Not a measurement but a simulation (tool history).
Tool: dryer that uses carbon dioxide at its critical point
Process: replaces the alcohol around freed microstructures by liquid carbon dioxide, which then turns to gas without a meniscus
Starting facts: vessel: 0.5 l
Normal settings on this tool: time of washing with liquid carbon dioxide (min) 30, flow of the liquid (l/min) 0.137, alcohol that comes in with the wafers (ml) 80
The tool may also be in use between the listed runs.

run   hour  time of washing with liquid carbon dioxide (min)  flow of the liquid (l/min)  alcohol that comes in with the wafers (ml)  alcohol left in the vessel before it's heated (ppm by volume)
  1    0.0                                                30                       0.137                                          80                                                            258
  2   17.2                                                30                       0.137                                          80                                                            274
  3   34.7                                                30                       0.137                                          32                                                            104
  4   59.8                                                30                       0.137                                          32                                                            111
  5   90.5                                                30                       0.137                                          32                                                            114
  6  107.3                                                30                       0.137                                          80                                                            271
  7  132.4                                                30                       0.147                                          80                                                            172
  8  161.3                                                30                       0.147                                          80                                                            182
  9  185.1                                                23                       0.147                                          80                                                            818
 10  217.3                                                30                       0.137                                          33                                                            122
 11  232.1                                                30                       0.137                                          33                                                            134
 12  249.1                                                30                       0.177                                          80                                                             65
 13  273.2                                                30                       0.177                                          80                                                             69
 14  286.7                                                30                       0.177                                          80                                                             63
 15  305.9                                                30                       0.137                                          80                                                            305
 16  321.5                                                30                       0.137                                          80                                                            290
 17  353.0                                                30                       0.188                                          80                                                             51
 18  367.5                                                18                       0.137                                          80                                                           3693
 19  385.5                                                27                       0.183                                         108                                                            142
 20  408.4                                                30                       0.137                                          64                                                            258
 21  438.5                                                30                       0.137                                          64                                                            269
 22  456.4                                                30                       0.137                                          64                                                            282
 23  470.1                                                23                       0.090                                          68                                                           5832
 24  491.0                                                23                       0.090                                          68                                                           5816
 25  505.1                                                23                       0.090                                          36                                                           3182
 26  531.3                                                18                       0.137                                          22                                                           1116
 27  546.5                                                18                       0.137                                          22                                                           1107
 28  562.0                                                20                       0.137                                          22                                                            727
 29  578.5                                                20                       0.137                                          22                                                            756
 30  603.2                                                20                       0.137                                          22                                                            753
 31  635.4                                                20                       0.137                                          22                                                            736
 32  657.9                                                21                       0.102                                          20                                                           1661

What if the next run were any one of these 3? Each begins from the tool's condition after run 32:
  A  688.6                                                21                       0.233                                          24                                                              ?
  B  688.6                                                35                       0.102                                         105                                                              ?
  C  688.6                                                22                       0.184                                          20                                                              ?

run  alcohol left in the vessel before it's heated (ppm by volume)
  A                                                             63
  B                                                           1049
  C                                                            128
Take away the tool's hidden state, keep each run's random variation, and the runs would have read:
run  alcohol left in the vessel before it's heated (ppm by volume)
  A                                                             25
  B                                                            649
  C                                                             64
